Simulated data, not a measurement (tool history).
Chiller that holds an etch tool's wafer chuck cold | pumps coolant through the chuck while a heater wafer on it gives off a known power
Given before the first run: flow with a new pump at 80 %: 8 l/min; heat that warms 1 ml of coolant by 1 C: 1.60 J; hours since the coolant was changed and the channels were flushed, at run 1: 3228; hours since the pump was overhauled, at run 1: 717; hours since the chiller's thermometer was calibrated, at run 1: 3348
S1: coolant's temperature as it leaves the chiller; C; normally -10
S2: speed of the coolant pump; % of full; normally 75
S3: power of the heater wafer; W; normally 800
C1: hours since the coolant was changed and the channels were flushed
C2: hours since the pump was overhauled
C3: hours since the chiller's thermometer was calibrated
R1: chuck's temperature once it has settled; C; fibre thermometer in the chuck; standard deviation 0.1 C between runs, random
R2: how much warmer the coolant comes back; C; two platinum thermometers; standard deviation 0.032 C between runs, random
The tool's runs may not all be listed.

Run 1, hour 0.0: usual settings; C1 3228; C2 717; C3 3348. Result: R1 -3.5 C, R2 4.09 C.
Run 2, hour 38.3: usual settings; C1 3266; C2 755; C3 3386. Result: R1 -3.4 C, R2 4.18 C.
Run 3, hour 76.2: usual settings but S2 95 % of full; C1 3304; C2 793; C3 3424. Result: R1 -4.7 C, R2 3.17 C.
Run 4, hour 113.3: usual settings but S2 95 % of full; C1 3341; C2 830; C3 3461. Result: R1 -4.5 C, R2 3.19 C.
Run 5, hour 139.1: usual settings but S2 81 % of full; C1 3367; C2 856; C3 3487. Result: R1 -4.0 C, R2 3.83 C.
Run 6, hour 162.5: usual settings but S2 81 % of full; C1 3390; C2 880; C3 3510. Result: R1 -3.8 C, R2 3.75 C.
Run 7, hour 214.9: usual settings; C1 3443; C2 932; C3 3563. Result: R1 -3.2 C, R2 4.20 C.
Run 8, hour 239.7: usual settings but S3 726 W; C1 3468; C2 957; C3 3588. Result: R1 -4.0 C, R2 3.79 C.
Run 9, hour 271.7: usual settings but S3 726 W; C1 3500; C2 989; C3 3620. Result: R1 -3.9 C, R2 3.77 C.
At hour 292.8: chiller's thermometer calibrated.
Run 10, hour 318.0: usual settings but S3 726 W; C1 3545; C2 1034; C3 25. Result: R1 -3.7 C, R2 3.88 C.
Run 11, hour 344.9: usual settings but S1 -8 C; C1 3572; C2 1061; C3 52. Result: R1 -1.1 C, R2 4.22 C.
Run 12, hour 393.0: usual settings but S1 -8 C; C1 3620; C2 1109; C3 100. Result: R1 -1.0 C, R2 4.20 C.
Run 13, hour 417.2: usual settings but S1 -8 C; C1 3644; C2 1133; C3 124. Result: R1 -0.9 C, R2 4.23 C.
Run 14, hour 468.0: usual settings but S1 -8 C; C1 3695; C2 1184; C3 175. Result: R1 -1.0 C, R2 4.19 C.
Run 15, hour 516.1: usual settings but S2 87 % of full; C1 3743; C2 1232; C3 223. Result: R1 -3.8 C, R2 3.54 C.
Run 16, hour 546.7: usual settings but S2 87 % of full; C1 3774; C2 1263; C3 254. Result: R1 -3.8 C, R2 3.56 C.
At hour 572.0: coolant changed, channels flushed.
Run 17, hour 580.9: usual settings but S2 87 % of full; C1 9; C2 1291; C3 282. Result: R1 -4.5 C, R2 3.59 C.
Run 18, hour 614.0: usual settings but S1 -14 C, S2 71 % of full, S3 590 W; C1 42; C2 1324; C3 315. Result: R1 -9.0 C, R2 3.28 C.
Run 19, hour 656.1: usual settings but S1 -6 C, S2 91 % of full, S3 502 W; C1 84; C2 1366; C3 357. Result: R1 -2.5 C, R2 2.11 C.
Run 20, hour 699.2: usual settings but S1 -18 C, S2 69 % of full, S3 1080 W; C1 127; C2 1409; C3 400. Result: R1 -8.9 C, R2 6.31 C.
Run 21, hour 742.5: usual settings but S3 446 W; C1 170; C2 1453; C3 444. Result: R1 -6.4 C, R2 2.35 C.
Run 22, hour 771.9: usual settings but S3 446 W; C1 200; C2 1482; C3 473. Result: R1 -6.5 C, R2 2.36 C.
Run 23, hour 796.9: usual settings but S3 481 W; C1 225; C2 1507; C3 498. Result: R1 -6.1 C, R2 2.53 C.
Run 24, hour 832.9: usual settings but S3 481 W; C1 261; C2 1543; C3 534. Result: R1 -6.3 C, R2 2.58 C.
Run 25, hour 862.7: usual settings but S3 481 W; C1 291; C2 1573; C3 564. Result: R1 -6.3 C, R2 2.58 C.
Run 26, hour 891.3: usual settings but S3 481 W; C1 319; C2 1601; C3 593. Result: R1 -6.2 C, R2 2.56 C.
Run 27, hour 914.6: usual settings but S1 -3 C, S2 69 % of full, S3 575 W; C1 343; C2 1625; C3 616. Result: R1 1.9 C, R2 3.35 C.
Run 28, hour 967.0: usual settings but S1 -11 C, S2 69 % of full, S3 1044 W; C1 395; C2 1677; C3 668. Result: R1 -1.8 C, R2 6.13 C.
Run 29, hour 1000.9: usual settings but S2 62 % of full; C1 429; C2 1711; C3 702. Result: R1 -2.3 C, R2 5.34 C.
Run 30, hour 1037.8: usual settings but S1 -5 C, S3 634 W; C1 466; C2 1748; C3 739. Result: R1 0.2 C, R2 3.38 C.
Run 31, hour 1073.9: usual settings but S2 67 % of full, S3 546 W; C1 502; C2 1784; C3 775. Result: R1 -5.1 C, R2 3.31 C.
Run 32, hour 1112.1: usual settings but S1 -5 C, S3 421 W; C1 540; C2 1822; C3 813. Result: R1 -1.5 C, R2 2.25 C.

Each row is a separate what-if for the run after 32, all from the same tool condition, not one after another. Results?
Run A, hour 1156.3: usual settings but S1 -13 C, S3 421 W; C1 584; C2 1866; C3 857. Result: R1 ?, R2 ?.
Run B, hour 1156.3: usual settings but S1 -3 C; C1 584; C2 1866; C3 857. Result: R1 ?, R2 ?.
Run C, hour 1156.3: usual settings but S2 68 % of full; C1 584; C2 1866; C3 857. Result: R1 ?, R2 ?.
Run D, hour 1156.3: usual settings but S1 -2 C, S2 77 % of full, S3 644 W; C1 584; C2 1866; C3 857. Result: R1 ?, R2 ?.

run    R1    R2
  A  -9.7  2.26
  B   3.7  4.35
  C  -3.0  4.79
  D   3.2  3.46
Had the tool no hidden state, the same runs would have come out as:
run    R1    R2
  A  -9.8  2.11
  B   3.4  4.06
  C  -3.3  4.46
  D   3.0  3.23

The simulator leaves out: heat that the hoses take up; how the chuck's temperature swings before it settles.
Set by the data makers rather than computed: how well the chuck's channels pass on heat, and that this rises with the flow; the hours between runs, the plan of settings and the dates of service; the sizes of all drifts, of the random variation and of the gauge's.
